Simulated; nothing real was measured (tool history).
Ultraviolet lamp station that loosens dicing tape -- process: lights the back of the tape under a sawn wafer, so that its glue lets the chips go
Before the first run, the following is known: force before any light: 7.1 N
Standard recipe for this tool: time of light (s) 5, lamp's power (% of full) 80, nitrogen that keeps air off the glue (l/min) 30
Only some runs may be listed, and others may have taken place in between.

| run | hour | time of light (s) | lamp's power (% of full) | nitrogen that keeps air off the glue (l/min) | force that peels the tape off (N) | light that reached the tape (J/m2) |
|---|---|---|---|---|---|---|
| 1 | 0 | 5 | 80 | 30 | 0.192 | 4130 |
| 2 | 21.7 | 5 | 80 | 30 | 0.186 | 4070 |
| 3 | 52.3 | 5 | 69 | 30 | 0.242 | 3500 |
| 4 | 75.8 | 5 | 69 | 50 | 0.193 | 3540 |
|  | 78.4 | window cleaned of glue's vapour |
| 5 | 110.9 | 5 | 80 | 30 | 0.18 | 4080 |
| 6 | 126.5 | 5 | 80 | 30 | 0.189 | 4070 |
| 7 | 146.3 | 3 | 80 | 30 | 0.502 | 2410 |
| 8 | 169.5 | 4 | 96 | 30 | 0.196 | 3920 |

What does the tool deliver on the next run?
| 9 | 194.4 | 10 | 72 | 14 | ? | ? |

force that peels the tape off (N): 0.131
light that reached the tape (J/m2): 7360
Take away the tool's hidden state, keep the run-to-run variation as it was, and the same run would have given force that peels the tape off (N) 0.131, light that reached the tape (J/m2) 7380.
